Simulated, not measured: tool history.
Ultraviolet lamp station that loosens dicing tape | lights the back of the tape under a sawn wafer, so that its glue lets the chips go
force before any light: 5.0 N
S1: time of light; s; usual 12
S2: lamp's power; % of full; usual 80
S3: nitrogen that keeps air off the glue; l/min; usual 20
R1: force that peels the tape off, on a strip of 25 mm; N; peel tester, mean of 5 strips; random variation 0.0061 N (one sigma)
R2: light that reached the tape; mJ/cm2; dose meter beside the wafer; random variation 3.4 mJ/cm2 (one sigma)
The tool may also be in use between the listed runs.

run    hour  S1  S2  S3     R1   R2
  1       0  12  80  20  0.222  453
  2    55.4  12  86  20  0.208  479
  3   105.9  12  70  20  0.307  384
  4   137.4  12  70  16  0.368  383
  5   191.7  12  70  16  0.371  382
  6   224.4  10  80  20  0.347  358
  7   257.3  10  80  20  0.349  360
  8   296.6  12  80  20  0.262  422
  9   346.1  12  80  20   0.27  420
      371.1  -- window cleaned of glue's vapour
 10   388.3  12  80  20  0.297  404
 11   412.9  12  80  20  0.284  396
 12   458.1  12  80  20  0.304  401
 13   491.4  12  80  20  0.297  392
 14     533  12  80  24  0.259  393
 15   573.2  12  80  24  0.269  380
      603.8  -- window cleaned of glue's vapour, once more
 16   603.8  12  80  20  0.207  473
 17   638.7  12  80  20   0.22  478
 18   695.7  12  67  20    0.3  390
 19   753.8  12  67  20  0.302  384
 20   792.8  12  67  20   0.31  384
 21     833  12  67  24   0.27  381
 22   857.2  12  67  24  0.279  379
 23   891.3  13  61  31  0.237  372
 24   929.5  12  61  34  0.266  342
 25   956.1  11  61  17  0.542  310
 26  1008.7   7  80  20  0.684  255
 27  1068.6  20  80  20  0.143  726
 28  1118.3   8  77  20  0.611  281
 29  1158.8   8  77  20   0.61  272
 30  1192.1  17  71  37  0.138  536
 31  1230.4  12  83  10   0.45  441
 32  1267.3  13  63  13   0.51  361
 33  1304.5   6  68  24  1.101  177
 34  1329.2   6  68  24  1.136  176
 35    1356   6  68  24   1.11  173
 36  1387.4   6  68  24  1.122  177
 37  1416.1   8  80   6  1.358  277
 38  1454.9  15  68   6  0.691  428
 39  1486.6  15  68   9  0.492  421
 40  1518.3   9  63  20  0.817  237
 41  1575.7  22  80  34  0.124  721
 42  1601.7  22  80  34  0.117  720
 43  1636.6  22  80  34  0.118  709

Forecast each of these 3 alternatives for the next run:
  A  1679.6  10  80  34   ?   ?
  B  1679.6  22  93  39   ?   ?
  C  1679.6  12  62   7   ?   ?

run     R1   R2
  A  0.299  321
  B   0.12  822
  C  1.095  292
Without the tool's hidden state the same runs would have given:
run     R1    R2
  A  0.165   454
  B  0.119  1162
  C  0.624   415

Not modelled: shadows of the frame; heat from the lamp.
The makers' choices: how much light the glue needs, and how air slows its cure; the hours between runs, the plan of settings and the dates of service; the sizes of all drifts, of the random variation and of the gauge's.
